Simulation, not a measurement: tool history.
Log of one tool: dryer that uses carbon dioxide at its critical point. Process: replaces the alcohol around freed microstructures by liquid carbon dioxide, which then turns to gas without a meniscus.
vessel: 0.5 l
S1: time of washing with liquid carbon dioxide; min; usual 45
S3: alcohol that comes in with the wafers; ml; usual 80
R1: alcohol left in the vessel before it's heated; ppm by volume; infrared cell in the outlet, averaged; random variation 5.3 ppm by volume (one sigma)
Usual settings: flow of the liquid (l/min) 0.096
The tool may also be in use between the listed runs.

Run 1, hour 0: usual settings. Result: R1 393 ppm by volume.
Run 2, hour 16.3: usual settings. Result: R1 413 ppm by volume.
Run 3, hour 33.6: usual settings. Result: R1 415 ppm by volume.
Run 4, hour 48.2: usual settings. Result: R1 430 ppm by volume.
Run 5, hour 68.4: usual settings but S3 70 ml. Result: R1 201 ppm by volume.
Run 6, hour 76.9: usual settings but S3 70 ml. Result: R1 205 ppm by volume.
Run 7, hour 87.3: usual settings but S3 70 ml. Result: R1 204 ppm by volume.
Run 8, hour 97.5: usual settings. Result: R1 220 ppm by volume.
Run 9, hour 108.2: usual settings. Result: R1 229 ppm by volume.
Run 10, hour 116.2: usual settings but S1 63 min. Result: R1 101 ppm by volume.
Run 11, hour 134.5: usual settings but S1 63 min, S3 107 ml. Result: R1 123 ppm by volume.
Run 12, hour 143.1: usual settings but S1 63 min, S3 107 ml. Result: R1 110 ppm by volume.
Run 13, hour 156: usual settings but S1 63 min, S3 107 ml. Result: R1 106 ppm by volume.
Run 14, hour 170.3: usual settings but S1 65 min, S3 65 ml. Result: R1 104 ppm by volume.
Run 15, hour 182.5: usual settings but S1 65 min, S3 65 ml. Result: R1 115 ppm by volume.
Run 16, hour 198.9: usual settings but S1 65 min, flow of the liquid (l/min) 0.1118, S3 56 ml. Result: R1 101 ppm by volume.
Run 17, hour 215.4: usual settings but S1 58 min, flow of the liquid (l/min) 0.1613, S3 22 ml. Result: R1 100 ppm by volume.
Run 18, hour 228.8: usual settings but S1 58 min, flow of the liquid (l/min) 0.1613, S3 22 ml. Result: R1 104 ppm by volume.
Run 19, hour 238: usual settings but S1 58 min, flow of the liquid (l/min) 0.1613, S3 22 ml. Result: R1 109 ppm by volume.
Run 20, hour 255.8: usual settings but S1 47 min, flow of the liquid (l/min) 0.0901, S3 91 ml. Result: R1 312 ppm by volume.
Run 21, hour 273.8: usual settings but S1 47 min, flow of the liquid (l/min) 0.0901, S3 27 ml. Result: R1 176 ppm by volume.
Run 22, hour 282: usual settings but S1 42 min, flow of the liquid (l/min) 0.0603, S3 32 ml. Result: R1 1315 ppm by volume.
Run 23, hour 289.9: usual settings but S1 40 min, flow of the liquid (l/min) 0.0756, S3 63 ml. Result: R1 1142 ppm by volume.
Run 24, hour 299.6: usual settings but S1 59 min, flow of the liquid (l/min) 0.1195, S3 36 ml. Result: R1 121 ppm by volume.
Run 25, hour 317: usual settings but S1 59 min, flow of the liquid (l/min) 0.1364, S3 53 ml. Result: R1 121 ppm by volume.
Run 26, hour 331: usual settings but S1 50 min, flow of the liquid (l/min) 0.0853, S3 22 ml. Result: R1 170 ppm by volume.

Taken out of this log: 1 entry between the listed runs. Where each belongs, and how the hidden state differs across it:
Between runs 4 and 5: inlet filter changed (hour 58.9)
  flow that reaches the vessel past the clogged filter, %: 85.4 -> 99.4; alcohol in the recycled carbon dioxide, ppm: 89.9 -> 91.9
  measured less the result without the state, R1: +304 -> +93 ppm by volume
